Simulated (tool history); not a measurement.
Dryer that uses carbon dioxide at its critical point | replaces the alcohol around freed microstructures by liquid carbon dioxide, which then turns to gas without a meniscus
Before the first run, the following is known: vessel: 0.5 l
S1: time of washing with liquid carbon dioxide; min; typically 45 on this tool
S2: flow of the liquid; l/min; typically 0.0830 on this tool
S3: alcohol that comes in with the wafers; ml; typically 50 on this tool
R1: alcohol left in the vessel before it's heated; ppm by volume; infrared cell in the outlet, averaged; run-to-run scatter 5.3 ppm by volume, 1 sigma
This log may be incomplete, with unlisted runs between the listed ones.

run,hour,S1,S2,S3,R1
1,0.0,45,0.0830,50,235
2,27.8,45,0.0830,50,251
3,47.8,45,0.0639,50,1044
4,61.8,46,0.0639,50,969
5,74.0,46,0.0639,50,1009
6,89.4,46,0.0639,50,981
7,102.5,45,0.1075,50,67
8,123.4,45,0.1075,50,75
9,144.2,45,0.1075,50,79
10,160.7,45,0.0830,50,349
11,189.0,45,0.0830,50,359
12,205.1,45,0.0830,100,718
# hour 212.2: inlet filter changed
13,220.9,45,0.0830,100,251
14,246.4,45,0.0830,100,258
15,259.0,45,0.0830,100,264
16,271.2,45,0.0830,100,272
17,288.0,45,0.0830,100,294
18,310.5,45,0.0830,50,172
19,330.9,45,0.0830,50,174
20,360.1,45,0.0830,50,195
21,379.0,45,0.0830,50,206
22,400.6,45,0.0555,50,1512
23,428.0,41,0.1161,56,80
24,451.5,31,0.0714,29,1457
25,473.3,31,0.0714,29,1513
26,493.1,62,0.0594,29,185
27,519.6,66,0.0744,22,80
28,532.0,64,0.0652,31,128
29,548.6,45,0.0830,51,290
30,568.9,27,0.1136,51,692
31,595.8,27,0.1136,51,743
32,618.4,27,0.1136,51,758
33,644.8,32,0.0787,41,1609
34,669.8,32,0.0787,41,1647
35,695.7,32,0.0617,23,2301
36,709.0,35,0.0786,50,1489
37,737.5,68,0.1233,72,78
38,753.9,68,0.1233,72,78
39,778.6,45,0.0946,71,312
# hour 781.2: inlet filter changed
40,803.3,59,0.0946,64,92
41,817.7,53,0.0830,65,141
42,837.6,53,0.0621,65,440
43,863.8,63,0.0536,50,357
44,878.6,28,0.0581,50,5934

Here are 4 independent what-if runs from the current tool condition. What would each one return?
A,894.5,56,0.0500,38,?
B,894.5,41,0.0830,56,?
C,894.5,52,0.0875,82,?
D,894.5,28,0.0635,50,?

run,R1
A,671
B,358
C,141
D,4577
Had the tool no hidden state, the same runs would have come out as:
run,R1
A,491
B,218
C,41
D,4004

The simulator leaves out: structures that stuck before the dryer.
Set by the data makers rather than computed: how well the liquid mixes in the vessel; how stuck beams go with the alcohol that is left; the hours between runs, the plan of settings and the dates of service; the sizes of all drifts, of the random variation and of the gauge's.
